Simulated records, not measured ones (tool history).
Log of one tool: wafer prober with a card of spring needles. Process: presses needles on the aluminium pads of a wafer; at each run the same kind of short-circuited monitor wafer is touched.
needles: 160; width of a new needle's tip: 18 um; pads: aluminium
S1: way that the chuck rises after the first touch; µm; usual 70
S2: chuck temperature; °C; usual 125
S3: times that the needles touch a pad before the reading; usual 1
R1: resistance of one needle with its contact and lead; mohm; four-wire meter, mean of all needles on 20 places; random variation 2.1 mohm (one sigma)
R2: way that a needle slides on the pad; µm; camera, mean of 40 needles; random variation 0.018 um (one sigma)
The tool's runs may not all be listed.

{"run": 1, "hour": 0.0, "S1": 70, "S2": 125, "S3": 1, "R1": 239, "R2": 17.87}
{"hour": 5.5, "done": "tips cleaned on abrasive film"}
{"hour": 16.5, "done": "tips cleaned on abrasive film"}
{"hour": 30.2, "done": "tips cleaned on abrasive film"}
{"hour": 41.1, "done": "tips cleaned on abrasive film"}
{"hour": 52.3, "done": "tips cleaned on abrasive film"}
{"run": 2, "hour": 52.3, "S1": 70, "S2": 125, "S3": 3, "R1": 239, "R2": 17.92}
{"hour": 63.4, "done": "height of the first contact set anew"}
{"hour": 66.3, "done": "tips cleaned on abrasive film"}
{"hour": 79.9, "done": "tips cleaned on abrasive film"}
{"hour": 93.6, "done": "tips cleaned on abrasive film"}
{"hour": 107.3, "done": "tips cleaned on abrasive film"}
{"run": 3, "hour": 117.5, "S1": 70, "S2": 125, "S3": 3, "R1": 242, "R2": 17.86}
{"hour": 120.3, "done": "tips cleaned on abrasive film"}
{"hour": 134.0, "done": "tips cleaned on abrasive film"}
{"hour": 144.9, "done": "tips cleaned on abrasive film"}
{"hour": 158.6, "done": "tips cleaned on abrasive film"}
{"hour": 169.7, "done": "height of the first contact set anew"}
{"hour": 172.6, "done": "tips cleaned on abrasive film"}
{"hour": 186.2, "done": "tips cleaned on abrasive film"}
{"run": 4, "hour": 186.9, "S1": 70, "S2": 125, "S3": 3, "R1": 241, "R2": 17.9}
{"hour": 197.8, "done": "tips cleaned on abrasive film"}
{"hour": 208.8, "done": "tips cleaned on abrasive film"}
{"hour": 222.5, "done": "tips cleaned on abrasive film"}
{"hour": 236.1, "done": "tips cleaned on abrasive film"}
{"run": 5, "hour": 242.3, "S1": 66, "S2": 125, "S3": 1, "R1": 242, "R2": 16.82}
{"hour": 247.8, "done": "tips cleaned on abrasive film"}
{"hour": 261.5, "done": "tips cleaned on abrasive film"}
{"hour": 272.4, "done": "tips cleaned on abrasive film"}
{"hour": 275.4, "done": "height of the first contact set anew"}
{"hour": 286.4, "done": "tips cleaned on abrasive film"}
{"hour": 300.1, "done": "tips cleaned on abrasive film"}
{"hour": 311.0, "done": "tips cleaned on abrasive film"}
{"hour": 324.7, "done": "tips cleaned on abrasive film"}
{"run": 6, "hour": 329.4, "S1": 66, "S2": 125, "S3": 1, "R1": 239, "R2": 16.89}
{"hour": 337.7, "done": "tips cleaned on abrasive film"}
{"hour": 351.3, "done": "tips cleaned on abrasive film"}
{"hour": 365.0, "done": "tips cleaned on abrasive film"}
{"hour": 376.0, "done": "tips cleaned on abrasive film"}
{"hour": 381.7, "done": "height of the first contact set anew"}
{"hour": 389.9, "done": "tips cleaned on abrasive film"}
{"hour": 400.9, "done": "tips cleaned on abrasive film"}
{"hour": 414.6, "done": "tips cleaned on abrasive film"}
{"run": 7, "hour": 418.0, "S1": 70, "S2": 125, "S3": 1, "R1": 236, "R2": 17.87}
{"hour": 426.3, "done": "tips cleaned on abrasive film"}
{"hour": 439.9, "done": "tips cleaned on abrasive film"}
{"hour": 453.6, "done": "tips cleaned on abrasive film"}
{"hour": 464.6, "done": "tips cleaned on abrasive film"}
{"run": 8, "hour": 470.3, "S1": 70, "S2": 125, "S3": 1, "R1": 235, "R2": 17.9}
{"hour": 475.8, "done": "tips cleaned on abrasive film"}
{"hour": 487.0, "done": "height of the first contact set anew"}
{"hour": 489.8, "done": "tips cleaned on abrasive film"}
{"hour": 500.7, "done": "tips cleaned on abrasive film"}
{"hour": 514.4, "done": "tips cleaned on abrasive film"}
{"hour": 528.1, "done": "tips cleaned on abrasive film"}
{"run": 9, "hour": 532.7, "S1": 70, "S2": 125, "S3": 2, "R1": 238, "R2": 17.9}
{"hour": 541.0, "done": "tips cleaned on abrasive film"}
{"hour": 554.7, "done": "tips cleaned on abrasive film"}
{"hour": 565.6, "done": "tips cleaned on abrasive film"}
{"hour": 579.3, "done": "tips cleaned on abrasive film"}
{"hour": 592.9, "done": "tips cleaned on abrasive film"}
{"hour": 593.2, "done": "height of the first contact set anew"}
{"hour": 604.2, "done": "tips cleaned on abrasive film"}
{"hour": 617.9, "done": "tips cleaned on abrasive film"}
{"run": 10, "hour": 628.3, "S1": 70, "S2": 125, "S3": 2, "R1": 238, "R2": 17.87}
{"hour": 631.1, "done": "tips cleaned on abrasive film"}
{"hour": 644.8, "done": "tips cleaned on abrasive film"}
{"hour": 658.4, "done": "tips cleaned on abrasive film"}
{"hour": 672.1, "done": "tips cleaned on abrasive film"}
{"hour": 685.8, "done": "tips cleaned on abrasive film"}
{"hour": 699.4, "done": "tips cleaned on abrasive film"}
{"hour": 699.7, "done": "height of the first contact set anew"}
{"hour": 713.4, "done": "tips cleaned on abrasive film"}
{"run": 11, "hour": 720.2, "S1": 67, "S2": 125, "S3": 1, "R1": 237, "R2": 17.13}
{"hour": 725.8, "done": "tips cleaned on abrasive film"}
{"hour": 736.7, "done": "tips cleaned on abrasive film"}
{"hour": 750.4, "done": "tips cleaned on abrasive film"}
{"hour": 764.1, "done": "tips cleaned on abrasive film"}
{"run": 12, "hour": 764.4, "S1": 82, "S2": 54, "S3": 3, "R1": 218, "R2": 20.96}
{"hour": 775.4, "done": "tips cleaned on abrasive film"}
{"hour": 786.3, "done": "tips cleaned on abrasive film"}
{"hour": 800.0, "done": "tips cleaned on abrasive film"}
{"hour": 805.7, "done": "height of the first contact set anew"}
{"hour": 814.0, "done": "tips cleaned on abrasive film"}
{"hour": 827.6, "done": "tips cleaned on abrasive film"}
{"hour": 839.6, "done": "card fitted with new needles"}
{"run": 13, "hour": 841.8, "S1": 56, "S2": 125, "S3": 1, "R1": 240, "R2": 14.34}
{"hour": 852.7, "done": "tips cleaned on abrasive film"}
{"hour": 866.4, "done": "tips cleaned on abrasive film"}
{"hour": 880.1, "done": "tips cleaned on abrasive film"}
{"hour": 893.7, "done": "tips cleaned on abrasive film"}
{"hour": 905.1, "done": "tips cleaned on abrasive film"}
{"run": 14, "hour": 905.1, "S1": 56, "S2": 81, "S3": 2, "R1": 227, "R2": 14.32}
{"hour": 916.0, "done": "tips cleaned on abrasive film"}
{"hour": 929.7, "done": "tips cleaned on abrasive film"}
{"hour": 943.4, "done": "tips cleaned on abrasive film"}
{"hour": 946.4, "done": "height of the first contact set anew"}
{"hour": 957.4, "done": "tips cleaned on abrasive film"}
{"hour": 968.3, "done": "tips cleaned on abrasive film"}
{"hour": 982.0, "done": "tips cleaned on abrasive film"}
{"run": 15, "hour": 982.8, "S1": 73, "S2": 81, "S3": 2, "R1": 229, "R2": 18.62}
{"hour": 993.7, "done": "tips cleaned on abrasive film"}
{"hour": 1004.7, "done": "tips cleaned on abrasive film"}
{"hour": 1018.3, "done": "tips cleaned on abrasive film"}
{"hour": 1031.0, "done": "tips cleaned on abrasive film"}
{"run": 16, "hour": 1031.0, "S1": 66, "S2": 81, "S3": 2, "R1": 227, "R2": 16.88}
{"hour": 1044.6, "done": "tips cleaned on abrasive film"}
{"hour": 1053.1, "done": "height of the first contact set anew"}
{"hour": 1058.6, "done": "tips cleaned on abrasive film"}
{"hour": 1072.3, "done": "tips cleaned on abrasive film"}
{"hour": 1085.9, "done": "tips cleaned on abrasive film"}
{"hour": 1099.6, "done": "tips cleaned on abrasive film"}
{"run": 17, "hour": 1109.4, "S1": 86, "S2": 68, "S3": 2, "R1": 220, "R2": 21.97}
{"hour": 1112.2, "done": "tips cleaned on abrasive film"}
{"hour": 1125.9, "done": "tips cleaned on abrasive film"}
{"hour": 1139.6, "done": "tips cleaned on abrasive film"}
{"hour": 1153.2, "done": "tips cleaned on abrasive film"}
{"hour": 1159.0, "done": "height of the first contact set anew"}
{"hour": 1167.2, "done": "tips cleaned on abrasive film"}
{"hour": 1180.9, "done": "tips cleaned on abrasive film"}
{"hour": 1191.8, "done": "tips cleaned on abrasive film"}
{"run": 18, "hour": 1196.7, "S1": 61, "S2": 28, "S3": 1, "R1": 215, "R2": 15.61}
{"hour": 1204.9, "done": "tips cleaned on abrasive film"}
{"hour": 1215.9, "done": "tips cleaned on abrasive film"}
{"hour": 1229.6, "done": "tips cleaned on abrasive film"}
{"hour": 1240.5, "done": "tips cleaned on abrasive film"}
{"hour": 1254.2, "done": "tips cleaned on abrasive film"}
{"hour": 1265.2, "done": "tips cleaned on abrasive film"}
{"hour": 1265.5, "done": "height of the first contact set anew"}
{"hour": 1279.1, "done": "tips cleaned on abrasive film"}
{"run": 19, "hour": 1286.6, "S1": 61, "S2": 28, "S3": 1, "R1": 217, "R2": 15.56}
{"hour": 1292.1, "done": "tips cleaned on abrasive film"}
{"hour": 1305.8, "done": "tips cleaned on abrasive film"}
{"hour": 1319.5, "done": "tips cleaned on abrasive film"}
{"run": 20, "hour": 1328.5, "S1": 61, "S2": 28, "S3": 1, "R1": 217, "R2": 15.58}
{"hour": 1331.3, "done": "tips cleaned on abrasive film"}
{"hour": 1342.2, "done": "tips cleaned on abrasive film"}
{"hour": 1355.9, "done": "tips cleaned on abrasive film"}
{"hour": 1366.9, "done": "tips cleaned on abrasive film"}
{"hour": 1372.6, "done": "height of the first contact set anew"}
{"hour": 1380.8, "done": "tips cleaned on abrasive film"}
{"hour": 1392.1, "done": "tips cleaned on abrasive film"}
{"run": 21, "hour": 1392.1, "S1": 61, "S2": 28, "S3": 1, "R1": 213, "R2": 15.59}
{"hour": 1403.1, "done": "tips cleaned on abrasive film"}
{"hour": 1416.8, "done": "tips cleaned on abrasive film"}
{"hour": 1430.4, "done": "tips cleaned on abrasive film"}
{"hour": 1444.1, "done": "tips cleaned on abrasive film"}
{"hour": 1457.8, "done": "tips cleaned on abrasive film"}
{"run": 22, "hour": 1467.3, "S1": 61, "S2": 28, "S3": 1, "R1": 213, "R2": 15.56}

3 ways to go on from here, each from the tool as it stands after run 22. What would each give?
{"hour": 1470.1, "done": "tips cleaned on abrasive film"}
{"hour": 1478.6, "done": "height of the first contact set anew"}
{"hour": 1484.1, "done": "tips cleaned on abrasive film"}
{"hour": 1497.8, "done": "tips cleaned on abrasive film"}
{"hour": 1508.7, "done": "tips cleaned on abrasive film"}
{"hour": 1522.4, "done": "tips cleaned on abrasive film"}
{"hour": 1536.1, "done": "tips cleaned on abrasive film"}
{"run": "A", "hour": 1542.2, "S1": 59, "S2": 26, "S3": 1, "R1": "?", "R2": "?"}
{"hour": 1470.1, "done": "tips cleaned on abrasive film"}
{"hour": 1478.6, "done": "height of the first contact set anew"}
{"hour": 1484.1, "done": "tips cleaned on abrasive film"}
{"hour": 1497.8, "done": "tips cleaned on abrasive film"}
{"hour": 1508.7, "done": "tips cleaned on abrasive film"}
{"hour": 1522.4, "done": "tips cleaned on abrasive film"}
{"hour": 1536.1, "done": "tips cleaned on abrasive film"}
{"run": "B", "hour": 1542.2, "S1": 59, "S2": 28, "S3": 1, "R1": "?", "R2": "?"}
{"hour": 1470.1, "done": "tips cleaned on abrasive film"}
{"hour": 1478.6, "done": "height of the first contact set anew"}
{"hour": 1484.1, "done": "tips cleaned on abrasive film"}
{"hour": 1497.8, "done": "tips cleaned on abrasive film"}
{"hour": 1508.7, "done": "tips cleaned on abrasive film"}
{"hour": 1522.4, "done": "tips cleaned on abrasive film"}
{"hour": 1536.1, "done": "tips cleaned on abrasive film"}
{"run": "C", "hour": 1542.2, "S1": 59, "S2": 125, "S3": 2, "R1": "?", "R2": "?"}

run=A R1=216 R2=15.05
run=B R1=214 R2=15.07
run=C R1=242 R2=15.06
Without the tool's hidden state the same runs would have given:
run=A R1=216 R2=15.05
run=B R1=213 R2=15.08
run=C R1=242 R2=15.07
